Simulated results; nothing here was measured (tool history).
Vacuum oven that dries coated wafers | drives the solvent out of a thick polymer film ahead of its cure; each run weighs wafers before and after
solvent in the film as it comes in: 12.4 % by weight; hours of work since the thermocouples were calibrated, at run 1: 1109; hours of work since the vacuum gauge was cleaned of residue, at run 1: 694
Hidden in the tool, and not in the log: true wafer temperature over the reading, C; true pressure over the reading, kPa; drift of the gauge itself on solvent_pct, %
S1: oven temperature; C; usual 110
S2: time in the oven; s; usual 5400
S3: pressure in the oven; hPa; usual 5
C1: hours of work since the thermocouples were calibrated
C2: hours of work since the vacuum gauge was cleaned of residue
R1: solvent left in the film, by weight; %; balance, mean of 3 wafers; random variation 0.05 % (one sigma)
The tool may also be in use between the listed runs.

run    hour   S1    S2     S3    C1    C2    R1
  1       0  110  5400      5  1109   694  1.01
  2    49.8  110  5400      5  1143   729  1.07
  3   131.5  110  5400      5  1200   786  1.12
  4   210.2  110  5400      5  1255   841  1.01
  5     282  110  5400      5  1305   891   1.1
  6   339.5  110  5400      5  1345   931  1.13
  7   391.8  110  5400      5  1382   967  1.12
  8   437.8  110  5400      5  1414   999   1.2
  9   513.4  106  5400      5  1466  1052  1.82
 10   610.6  110  4080      5  1534  1120  1.89
 11   656.9  110  4080      5  1566  1152  1.89
      663.8  -- oven's thermocouples calibrated
 12   741.6   96  4860  13.44    54  1210  5.39
 13   792.3  113  9660   11.7    90  1245  0.83
 14   894.7  110  5400  16.77   161  1317  1.99
 15   990.8  110  4920      5   228  1383  1.72
 16  1099.3  110  9240  10.23   304  1459  0.94
     1149.5  -- oven's thermocouples calibrated, once more
 17  1159.8  110  3780    4.3     7  1500  1.44
 18  1229.4  110  3780    4.3    56  1548  1.45
 19  1297.3  119  7500   4.53   103  1596   0.4
 20  1358.7  112  5520   8.54   146  1639  0.84
 21  1462.7  122  4860   9.46   218  1711  0.52

Forecast each of these 3 alternatives for the next run:
  A  1510.3  120  5400     5  251  1744   ?
  B  1510.3  107  5640     5  251  1744   ?
  C  1510.3  122  7260  9.46  251  1744   ?

run    R1
  A  0.32
  B   1.3
  C  0.43
Without the tool's hidden state the same runs would have given:
run    R1
  A   0.1
  B   0.9
  C  0.22

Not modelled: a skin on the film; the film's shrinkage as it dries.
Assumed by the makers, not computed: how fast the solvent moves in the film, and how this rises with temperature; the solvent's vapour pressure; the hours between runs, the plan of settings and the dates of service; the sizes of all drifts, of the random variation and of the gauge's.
